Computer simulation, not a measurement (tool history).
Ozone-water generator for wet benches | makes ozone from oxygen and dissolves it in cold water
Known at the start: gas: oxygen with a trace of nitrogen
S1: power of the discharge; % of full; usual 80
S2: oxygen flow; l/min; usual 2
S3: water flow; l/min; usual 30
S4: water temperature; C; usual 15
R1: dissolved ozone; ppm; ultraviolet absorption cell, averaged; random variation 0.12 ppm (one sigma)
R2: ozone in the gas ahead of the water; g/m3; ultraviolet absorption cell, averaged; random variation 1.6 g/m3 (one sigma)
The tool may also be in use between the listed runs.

run    hour  S1    S2  S3  S4    R1     R2
  1       0  80     2  30  15  11.3  308.7
  2   135.4  80     2  30  15  11.2  308.9
  3   341.1  80     2  30  15  11.4  307.6
  4   544.1  80     2  22  15  15.9  310.1
  5   731.3  80     2  18  15  19.4  310.2
  6   932.1  80     2  18  15  19.4  310.9
  7  1139.1  80     2  18  15  19.3  310.6
  8  1243.5  80     2  18  15  19.6  311.7
  9  1332.2  80     2  18  15  19.5  308.6
 10  1479.2  80     2  18  15  19.5  307.1
 11  1647.5  80  2.41  30  15  12.4  292.3
 12  1764.3  80  2.41  30  15  12.4  293.7
 13  1968.7  80  2.41  30  15  12.4  292.5
 14  2064.3  80  2.41  30  15  12.6  293.6
 15    2259  72  1.92  21  15  14.9  289.1
 16  2383.4  41  1.35  21  22   7.1  191.3
 17  2585.8  78     2  30  16  10.8  305.7
 18  2700.1  63     2  42  15   6.1  250.1
 19  2866.9  80  3.33  23  20  17.8  264.4
 20  2995.9  80     2  38  10   8.8  315.2
 21  3149.3  80     2  33   8  10.5    318
 22  3316.8  80     2  22  18  15.7  316.6
 23  3410.9  80     2  46  18   6.9    315
 24  3605.2  59  3.01  24  15  12.6  206.9
 25    3747  59  3.01  24  15  13.2  208.2
     3869.3  -- gauge calibrated
 26  3870.9  78  1.12  30  15   8.1  367.4
 27  4015.9  41     2  42  15   4.1  164.4

Forecast each of these 3 alternatives for the next run:
  A  4191.4  74  2.58  42  14   ?   ?
  B  4191.4  58  1.05  30  16   ?   ?
  C  4191.4  93     2  42  13   ?   ?

run   R1     R2
  A  8.4  260.4
  B    6    286
  C    9  357.3
Without the tool's hidden state the same runs would have given:
run   R1     R2
  A  8.4    260
  B    6  285.5
  C    9  356.9

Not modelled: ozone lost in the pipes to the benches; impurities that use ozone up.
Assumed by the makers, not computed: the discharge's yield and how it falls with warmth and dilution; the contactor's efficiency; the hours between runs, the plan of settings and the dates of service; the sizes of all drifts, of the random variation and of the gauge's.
